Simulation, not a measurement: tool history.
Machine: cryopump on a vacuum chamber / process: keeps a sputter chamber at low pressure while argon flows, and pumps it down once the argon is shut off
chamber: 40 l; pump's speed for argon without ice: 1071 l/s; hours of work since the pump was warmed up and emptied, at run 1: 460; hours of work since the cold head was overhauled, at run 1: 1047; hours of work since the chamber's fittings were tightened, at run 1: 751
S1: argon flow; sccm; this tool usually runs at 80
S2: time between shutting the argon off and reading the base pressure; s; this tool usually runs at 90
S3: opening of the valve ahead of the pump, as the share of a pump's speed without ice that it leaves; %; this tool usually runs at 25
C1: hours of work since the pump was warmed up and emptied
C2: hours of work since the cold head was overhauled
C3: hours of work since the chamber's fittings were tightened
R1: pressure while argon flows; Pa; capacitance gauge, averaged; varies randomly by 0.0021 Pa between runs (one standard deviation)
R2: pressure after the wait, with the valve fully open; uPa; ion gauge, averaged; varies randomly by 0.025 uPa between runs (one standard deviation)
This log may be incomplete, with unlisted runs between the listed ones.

| run | hour | S1 | S2 | S3 | C1 | C2 | C3 | R1 | R2 |
|---|---|---|---|---|---|---|---|---|---|
| 1 | 0.0 | 80 | 90 | 25 | 460 | 1047 | 751 | 0.5484 | 2.11 |
| 2 | 93.8 | 80 | 231 | 25 | 519 | 1106 | 810 | 0.5567 | 1.87 |
|  | 121.0 | pump warmed up, emptied and cooled again |
| 3 | 150.7 | 80 | 231 | 25 | 19 | 1139 | 843 | 0.5107 | 1.50 |
| 4 | 221.8 | 80 | 231 | 25 | 64 | 1184 | 888 | 0.5171 | 1.52 |
| 5 | 269.1 | 80 | 231 | 25 | 94 | 1214 | 918 | 0.5154 | 1.55 |
| 6 | 359.8 | 80 | 231 | 25 | 151 | 1271 | 975 | 0.5166 | 1.64 |
| 7 | 449.7 | 80 | 231 | 25 | 208 | 1328 | 1032 | 0.5250 | 1.77 |
| 8 | 527.6 | 121 | 231 | 25 | 257 | 1377 | 1082 | 0.8033 | 1.79 |
| 9 | 566.7 | 72 | 90 | 25 | 282 | 1402 | 1106 | 0.4739 | 2.30 |
| 10 | 604.9 | 80 | 90 | 56 | 306 | 1426 | 1130 | 0.2518 | 2.41 |
| 11 | 663.9 | 80 | 90 | 25 | 343 | 1463 | 1168 | 0.5282 | 2.42 |
| 12 | 735.9 | 80 | 131 | 25 | 389 | 1509 | 1213 | 0.5401 | 2.35 |
| 13 | 800.4 | 80 | 131 | 25 | 429 | 1549 | 1254 | 0.5379 | 2.49 |
| 14 | 871.7 | 80 | 131 | 25 | 475 | 1594 | 1299 | 0.5452 | 2.49 |
| 15 | 946.2 | 80 | 131 | 25 | 522 | 1642 | 1346 | 0.5501 | 2.61 |
|  | 965.5 | pump warmed up, emptied and cooled again |
| 16 | 1042.0 | 80 | 203 | 25 | 48 | 1699 | 1404 | 0.5087 | 2.00 |
| 17 | 1082.1 | 135 | 160 | 20 | 74 | 1724 | 1429 | 1.0800 | 2.08 |
| 18 | 1151.2 | 32 | 132 | 32 | 117 | 1768 | 1473 | 0.1608 | 2.25 |
| 19 | 1199.5 | 32 | 132 | 42 | 148 | 1799 | 1503 | 0.1249 | 2.35 |
| 20 | 1243.5 | 32 | 132 | 42 | 176 | 1826 | 1531 | 0.1258 | 2.39 |
| 21 | 1289.4 | 144 | 55 | 56 | 205 | 1855 | 1560 | 0.4353 | 3.14 |
| 22 | 1329.0 | 144 | 55 | 56 | 230 | 1880 | 1585 | 0.4381 | 3.10 |
| 23 | 1383.3 | 37 | 23 | 44 | 264 | 1915 | 1619 | 0.1420 | 4.92 |
| 24 | 1448.7 | 33 | 91 | 25 | 305 | 1956 | 1661 | 0.2168 | 2.91 |
| 25 | 1529.9 | 80 | 118 | 56 | 357 | 2007 | 1712 | 0.2548 | 2.95 |
|  | 1610.9 | leaking fittings of the chamber tightened, without venting |
| 26 | 1616.1 | 61 | 157 | 50 | 410 | 2061 | 3 | 0.2173 | 0.84 |
| 27 | 1677.0 | 136 | 60 | 25 | 448 | 2099 | 42 | 0.9225 | 1.51 |
| 28 | 1720.9 | 136 | 60 | 25 | 476 | 2127 | 70 | 0.9216 | 1.51 |
| 29 | 1798.9 | 146 | 82 | 20 | 526 | 2176 | 119 | 1.2329 | 1.34 |

Predict each of these 5 candidate next runs independently; none follows another, all start after run 29:
|  | 1812.1 | pump warmed up, emptied and cooled again |
| A | 1897.4 | 60 | 145 | 54 | 54 | 2235 | 178 | ? | ? |
|  | 1812.1 | pump warmed up, emptied and cooled again |
| B | 1897.4 | 49 | 54 | 34 | 54 | 2235 | 178 | ? | ? |
|  | 1812.1 | pump warmed up, emptied and cooled again |
| C | 1897.4 | 80 | 90 | 28 | 54 | 2235 | 178 | ? | ? |
|  | 1812.1 | pump warmed up, emptied and cooled again |
| D | 1897.4 | 52 | 91 | 20 | 54 | 2235 | 178 | ? | ? |
|  | 1812.1 | pump warmed up, emptied and cooled again |
| E | 1897.4 | 146 | 136 | 20 | 54 | 2235 | 178 | ? | ? |

| run | R1 | R2 |
|---|---|---|
| A | 0.1802 | 0.96 |
| B | 0.2304 | 1.66 |
| C | 0.4584 | 1.28 |
| D | 0.4193 | 1.22 |
| E | 1.1693 | 0.97 |
With the hidden condition removed and each run's random variation left untouched, the same runs would have given:
| run | R1 | R2 |
|---|---|---|
| A | 0.1751 | 0.74 |
| B | 0.2262 | 1.44 |
| C | 0.4516 | 1.05 |
| D | 0.4149 | 1.00 |
| E | 1.1569 | 0.75 |
